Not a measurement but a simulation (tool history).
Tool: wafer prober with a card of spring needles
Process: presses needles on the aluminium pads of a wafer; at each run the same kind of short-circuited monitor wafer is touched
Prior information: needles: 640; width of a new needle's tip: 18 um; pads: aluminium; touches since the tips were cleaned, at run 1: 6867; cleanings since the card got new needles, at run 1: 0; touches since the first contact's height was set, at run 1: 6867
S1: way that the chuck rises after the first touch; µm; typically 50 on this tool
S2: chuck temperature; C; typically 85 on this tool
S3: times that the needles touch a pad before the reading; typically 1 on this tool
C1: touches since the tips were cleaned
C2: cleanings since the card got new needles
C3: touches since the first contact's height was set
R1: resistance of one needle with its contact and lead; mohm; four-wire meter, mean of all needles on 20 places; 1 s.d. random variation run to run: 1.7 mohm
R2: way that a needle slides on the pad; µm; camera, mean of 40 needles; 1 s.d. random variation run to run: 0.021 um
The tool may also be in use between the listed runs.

run 1 day=0 | S1=50 S2=85 S3=1 | C1=6867 C2=0 C3=6867 | R1=345 R2=13.14
-- day=0.092 tips cleaned on abrasive film
run 2 day=0.375 | S1=50 S2=85 S3=1 | C1=3430 C2=1 C3=11355 | R1=301 R2=13.08
-- day=0.742 tips cleaned on abrasive film
run 3 day=0.825 | S1=50 S2=85 S3=1 | C1=1012 C2=2 C3=16743 | R1=229 R2=13.09
run 4 day=1.088 | S1=50 S2=85 S3=1 | C1=4187 C2=2 C3=19918 | R1=312 R2=13.07
-- day=1.379 tips cleaned on abrasive film
run 5 day=1.717 | S1=50 S2=85 S3=1 | C1=4111 C2=3 C3=27507 | R1=304 R2=13.07
run 6 day=1.992 | S1=50 S2=85 S3=1 | C1=7428 C2=3 C3=30824 | R1=347 R2=13.1
-- day=2.025 tips cleaned on abrasive film
run 7 day=2.279 | S1=50 S2=85 S3=1 | C1=3068 C2=4 C3=34276 | R1=290 R2=13.05
run 8 day=2.608 | S1=39 S2=85 S3=1 | C1=7069 C2=4 C3=38277 | R1=458 R2=10.2
-- day=2.712 tips cleaned on abrasive film
run 9 day=3.117 | S1=39 S2=85 S3=1 | C1=4898 C2=5 C3=44385 | R1=428 R2=10.18
-- day=3.358 tips cleaned on abrasive film
run 10 day=3.383 | S1=39 S2=85 S3=1 | C1=266 C2=6 C3=47522 | R1=227 R2=10.15
-- day=4 tips cleaned on abrasive film
run 11 day=4 | S1=39 S2=85 S3=1 | C1=0 C2=7 C3=54954 | R1=203 R2=10.14
run 12 day=4.5 | S1=39 S2=85 S3=1 | C1=6056 C2=7 C3=61010 | R1=444 R2=10.11
-- day=4.654 tips cleaned on abrasive film
run 13 day=4.954 | S1=39 S2=85 S3=1 | C1=3612 C2=8 C3=66458 | R1=387 R2=10.11
run 14 day=5.267 | S1=50 S2=85 S3=1 | C1=7399 C2=8 C3=70245 | R1=351 R2=12.97
-- day=5.317 tips cleaned on abrasive film
run 15 day=5.825 | S1=50 S2=85 S3=1 | C1=6141 C2=9 C3=76940 | R1=343 R2=13
-- day=5.971 tips cleaned on abrasive film
run 16 day=6.129 | S1=50 S2=85 S3=1 | C1=1919 C2=10 C3=80592 | R1=263 R2=12.95
run 17 day=6.404 | S1=50 S2=39 S3=1 | C1=5243 C2=10 C3=83916 | R1=331 R2=12.98
-- day=6.629 tips cleaned on abrasive film
run 18 day=6.879 | S1=50 S2=45 S3=1 | C1=3018 C2=11 C3=89607 | R1=296 R2=12.89
-- day=7.317 tips cleaned on abrasive film
run 19 day=7.512 | S1=35 S2=43 S3=1 | C1=2396 C2=12 C3=97267 | R1=423 R2=8.99
run 20 day=7.883 | S1=35 S2=84 S3=2 | C1=6872 C2=12 C3=101743 | R1=389 R2=8.98
-- day=8.004 tips cleaned on abrasive film
run 21 day=8.221 | S1=35 S2=84 S3=2 | C1=2640 C2=13 C3=105776 | R1=312 R2=9.01
run 22 day=8.617 | S1=35 S2=84 S3=2 | C1=7437 C2=13 C3=110573 | R1=399 R2=8.99
-- day=8.679 tips cleaned on abrasive film
run 23 day=9.021 | S1=50 S2=45 S3=1 | C1=4133 C2=14 C3=115388 | R1=319 R2=12.87
-- day=9.325 tips cleaned on abrasive film
run 24 day=9.617 | S1=57 S2=42 S3=1 | C1=3531 C2=15 C3=122579 | R1=282 R2=14.71
-- day=9.992 tips cleaned on abrasive film
run 25 day=10.246 | S1=57 S2=42 S3=1 | C1=3068 C2=16 C3=130127 | R1=269 R2=14.66
-- day=10.654 tips cleaned on abrasive film
run 26 day=10.658 | S1=45 S2=75 S3=2 | C1=76 C2=17 C3=135096 | R1=185 R2=11.53
run 27 day=11.225 | S1=45 S2=118 S3=1 | C1=6935 C2=17 C3=141955 | R1=402 R2=11.48
-- day=11.308 tips cleaned on abrasive film
run 28 day=11.842 | S1=34 S2=49 S3=1 | C1=6494 C2=18 C3=149394 | R1=572 R2=8.65
-- day=11.971 tips cleaned on abrasive film
run 29 day=12.217 | S1=38 S2=49 S3=1 | C1=3001 C2=19 C3=153877 | R1=394 R2=9.63
run 30 day=12.592 | S1=66 S2=108 S3=1 | C1=7517 C2=19 C3=158393 | R1=281 R2=17.01
-- day=12.625 tips cleaned on abrasive film
-- day=13.112 height of the first contact set anew
run 31 day=13.217 | S1=66 S2=52 S3=2 | C1=7004 C2=20 C3=1253 | R1=230 R2=17.34
-- day=13.304 tips cleaned on abrasive film
run 32 day=13.571 | S1=66 S2=52 S3=2 | C1=3253 C2=21 C3=5499 | R1=208 R2=17.32
-- day=13.946 tips cleaned on abrasive film
run 33 day=14.096 | S1=66 S2=85 S3=1 | C1=1797 C2=22 C3=11788 | R1=222 R2=17.32

What differs in the tool's unlogged condition from the final listed run ahead of each entry between runs to the first listed run following it?
After run 1, before run 2: tips cleaned on abrasive film (day 0.092)
  debris on the tips, nm: 105.3 -> 78.6; way that the needles fall short of the set height, um: 0 -> 0.06; tips' diameter, um: 18 -> 18.02
  measured minus no-state result, R1: +172 -> +129 mohm; R2: +0 -> -0.02 µm
After run 2, before run 3: tips cleaned on abrasive film (day 0.742)
  debris on the tips, nm: 78.6 -> 37.9; way that the needles fall short of the set height, um: 0.06 -> 0.14; tips' diameter, um: 18.02 -> 18.05
  measured minus no-state result, R1: +129 -> +62 mohm; R2: -0.02 -> -0.03 µm
After run 4, before run 5: tips cleaned on abrasive film (day 1.379)
  debris on the tips, nm: 88.9 -> 80.6; way that the needles fall short of the set height, um: 0.14 -> 0.19; tips' diameter, um: 18.05 -> 18.07
  measured minus no-state result, R1: +144 -> +133 mohm; R2: -0.04 -> -0.05 µm
After run 6, before run 7: tips cleaned on abrasive film (day 2.025)
  debris on the tips, nm: 104.7 -> 71.3; way that the needles fall short of the set height, um: 0.19 -> 0.25; tips' diameter, um: 18.07 -> 18.09
  measured minus no-state result, R1: +175 -> +118 mohm; R2: -0.05 -> -0.06 µm
After run 8, before run 9: tips cleaned on abrasive film (day 2.712)
  debris on the tips, nm: 106 -> 93.3; way that the needles fall short of the set height, um: 0.25 -> 0.32; tips' diameter, um: 18.09 -> 18.11
  measured minus no-state result, R1: +279 -> +248 mohm; R2: -0.06 -> -0.08 µm
After run 9, before run 10: tips cleaned on abrasive film (day 3.358)
  debris on the tips, nm: 93.3 -> 18.6; way that the needles fall short of the set height, um: 0.32 -> 0.38; tips' diameter, um: 18.11 -> 18.13
  measured minus no-state result, R1: +248 -> +50 mohm; R2: -0.08 -> -0.09 µm
After run 10, before run 11: tips cleaned on abrasive film (day 4)
  debris on the tips, nm: 18.6 -> 10.3; way that the needles fall short of the set height, um: 0.38 -> 0.43; tips' diameter, um: 18.13 -> 18.15
  measured minus no-state result, R1: +50 -> +28 mohm; R2: -0.09 -> -0.11 µm
After run 12, before run 13: tips cleaned on abrasive film (day 4.654)
  debris on the tips, nm: 101.1 -> 78.4; way that the needles fall short of the set height, um: 0.43 -> 0.49; tips' diameter, um: 18.15 -> 18.17
  measured minus no-state result, R1: +267 -> +209 mohm; R2: -0.11 -> -0.13 µm
After run 14, before run 15: tips cleaned on abrasive film (day 5.317)
  debris on the tips, nm: 107.7 -> 103.7; way that the needles fall short of the set height, um: 0.49 -> 0.55; tips' diameter, um: 18.17 -> 18.19
  measured minus no-state result, R1: +181 -> +174 mohm; R2: -0.13 -> -0.15 µm
After run 15, before run 16: tips cleaned on abrasive film (day 5.971)
  debris on the tips, nm: 103.7 -> 53.9; way that the needles fall short of the set height, um: 0.55 -> 0.62; tips' diameter, um: 18.19 -> 18.22
  measured minus no-state result, R1: +174 -> +91 mohm; R2: -0.15 -> -0.16 µm
After run 17, before run 18: tips cleaned on abrasive film (day 6.629)
  debris on the tips, nm: 95 -> 71.2; way that the needles fall short of the set height, um: 0.62 -> 0.68; tips' diameter, um: 18.22 -> 18.24
  measured minus no-state result, R1: +171 -> +131 mohm; R2: -0.16 -> -0.18 µm
After run 18, before run 19: tips cleaned on abrasive film (day 7.317)
  debris on the tips, nm: 71.2 -> 68.3; way that the needles fall short of the set height, um: 0.68 -> 0.75; tips' diameter, um: 18.24 -> 18.26
  measured minus no-state result, R1: +131 -> +248 mohm; R2: -0.18 -> -0.19 µm
After run 20, before run 21: tips cleaned on abrasive film (day 8.004)
  debris on the tips, nm: 108.4 -> 62.7; way that the needles fall short of the set height, um: 0.75 -> 0.81; tips' diameter, um: 18.26 -> 18.28
  measured minus no-state result, R1: +213 -> +129 mohm; R2: -0.2 -> -0.21 µm
After run 22, before run 23: tips cleaned on abrasive film (day 8.679)
  debris on the tips, nm: 107.7 -> 89.2; way that the needles fall short of the set height, um: 0.81 -> 0.9; tips' diameter, um: 18.28 -> 18.31
  measured minus no-state result, R1: +218 -> +161 mohm; R2: -0.22 -> -0.24 µm
After run 23, before run 24: tips cleaned on abrasive film (day 9.325)
  debris on the tips, nm: 89.2 -> 82.7; way that the needles fall short of the set height, um: 0.9 -> 0.95; tips' diameter, um: 18.31 -> 18.33
  measured minus no-state result, R1: +161 -> +122 mohm; R2: -0.24 -> -0.25 µm
After run 24, before run 25: tips cleaned on abrasive film (day 9.992)
  debris on the tips, nm: 82.7 -> 75.2; way that the needles fall short of the set height, um: 0.95 -> 1.02; tips' diameter, um: 18.33 -> 18.36
  measured minus no-state result, R1: +122 -> +111 mohm; R2: -0.25 -> -0.27 µm
After run 25, before run 26: tips cleaned on abrasive film (day 10.654)
  debris on the tips, nm: 75.2 -> 8.6; way that the needles fall short of the set height, um: 1.02 -> 1.08; tips' diameter, um: 18.36 -> 18.38
  measured minus no-state result, R1: +111 -> +13 mohm; R2: -0.27 -> -0.29 µm
After run 27, before run 28: tips cleaned on abrasive film (day 11.308)
  debris on the tips, nm: 105.1 -> 103.2; way that the needles fall short of the set height, um: 1.08 -> 1.14; tips' diameter, um: 18.38 -> 18.4
  measured minus no-state result, R1: +217 -> +399 mohm; R2: -0.29 -> -0.3 µm
After run 28, before run 29: tips cleaned on abrasive film (day 11.971)
  debris on the tips, nm: 103.2 -> 71.7; way that the needles fall short of the set height, um: 1.14 -> 1.19; tips' diameter, um: 18.4 -> 18.42
  measured minus no-state result, R1: +399 -> +225 mohm; R2: -0.3 -> -0.31 µm
After run 30, before run 31: tips cleaned on abrasive film (day 12.625); height of the first contact set anew (day 13.112)
  debris on the tips, nm: 108.4 -> 106.1; way that the needles fall short of the set height, um: 1.19 -> 0; tips' diameter, um: 18.42 -> 18.44
  measured minus no-state result, R1: +111 -> +70 mohm; R2: -0.31 -> +0 µm
After run 31, before run 32: tips cleaned on abrasive film (day 13.304)
  debris on the tips, nm: 106.1 -> 72.5; way that the needles fall short of the set height, um: 0 -> 0.07; tips' diameter, um: 18.44 -> 18.46
  measured minus no-state result, R1: +70 -> +48 mohm; R2: +0 -> -0.02 µm
After run 32, before run 33: tips cleaned on abrasive film (day 13.946)
  debris on the tips, nm: 72.5 -> 53.3; way that the needles fall short of the set height, um: 0.07 -> 0.13; tips' diameter, um: 18.46 -> 18.48
  measured minus no-state result, R1: +48 -> +57 mohm; R2: -0.02 -> -0.03 µm
